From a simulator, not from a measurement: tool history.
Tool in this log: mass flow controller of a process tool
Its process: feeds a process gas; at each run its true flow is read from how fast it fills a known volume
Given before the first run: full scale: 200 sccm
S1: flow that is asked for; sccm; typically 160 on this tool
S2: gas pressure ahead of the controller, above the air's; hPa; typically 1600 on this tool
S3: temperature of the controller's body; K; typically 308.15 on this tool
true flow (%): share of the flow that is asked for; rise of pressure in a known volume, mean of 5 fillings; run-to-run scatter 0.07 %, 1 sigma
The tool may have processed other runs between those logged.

run 1 hour=0 | S1=160 S2=1600 S3=308.15 | true_flow_(%)=99.1
run 2 hour=288 | S1=160 S2=1600 S3=308.15 | true_flow_(%)=99.06
run 3 hour=657.8 | S1=160 S2=1600 S3=308.15 | true_flow_(%)=99.02
run 4 hour=1010.4 | S1=160 S2=2430 S3=308.15 | true_flow_(%)=99.6
run 5 hour=1279.8 | S1=160 S2=2430 S3=308.15 | true_flow_(%)=99.39
run 6 hour=1605.2 | S1=160 S2=2430 S3=308.15 | true_flow_(%)=99.52
run 7 hour=1773 | S1=160 S2=2430 S3=308.15 | true_flow_(%)=99.49
run 8 hour=2005.5 | S1=160 S2=2430 S3=308.15 | true_flow_(%)=99.47
run 9 hour=2252.7 | S1=160 S2=1600 S3=308.15 | true_flow_(%)=99.04
run 10 hour=2436.2 | S1=160 S2=1600 S3=300.15 | true_flow_(%)=99.29
run 11 hour=2825.1 | S1=160 S2=1600 S3=300.15 | true_flow_(%)=99.55
run 12 hour=3158.8 | S1=160 S2=1600 S3=300.15 | true_flow_(%)=99.5
run 13 hour=3391.7 | S1=160 S2=1600 S3=295.15 | true_flow_(%)=99.59
run 14 hour=3700.7 | S1=160 S2=1600 S3=295.15 | true_flow_(%)=99.69
run 15 hour=4037.9 | S1=102 S2=1900 S3=297.15 | true_flow_(%)=99.35
run 16 hour=4217.8 | S1=146 S2=1920 S3=298.15 | true_flow_(%)=99.65
run 17 hour=4414.9 | S1=146 S2=1920 S3=298.15 | true_flow_(%)=99.68
run 18 hour=4817.1 | S1=146 S2=1700 S3=294.15 | true_flow_(%)=99.48
run 19 hour=5203 | S1=65 S2=2460 S3=312.15 | true_flow_(%)=98.73
run 20 hour=5531.3 | S1=24 S2=1960 S3=309.15 | true_flow_(%)=98.31
run 21 hour=5723 | S1=22 S2=1600 S3=297.15 | true_flow_(%)=98.58
run 22 hour=5993.4 | S1=29 S2=1980 S3=306.15 | true_flow_(%)=98.46
-- hour=6364.7 controller's zero set anew
run 23 hour=6376.1 | S1=29 S2=1980 S3=306.15 | true_flow_(%)=98.49
run 24 hour=6722.5 | S1=170 S2=1600 S3=308.15 | true_flow_(%)=99.21
run 25 hour=7000.9 | S1=170 S2=1600 S3=308.15 | true_flow_(%)=99.07

3 options for the next run, each taken on its own from the tool as it stands now. Forecast them:
run A hour=7373.5 | S1=159 S2=1530 S3=298.15 | true_flow_(%)=?
run B hour=7373.5 | S1=170 S2=1600 S3=302.15 | true_flow_(%)=?
run C hour=7373.5 | S1=160 S2=2040 S3=308.15 | true_flow_(%)=?

run=A true_flow_(%)=99.33
run=B true_flow_(%)=99.45
run=C true_flow_(%)=99.25
With no hidden state in the tool, these same runs would have given:
run=A true_flow_(%)=99.33
run=B true_flow_(%)=99.44
run=C true_flow_(%)=99.25
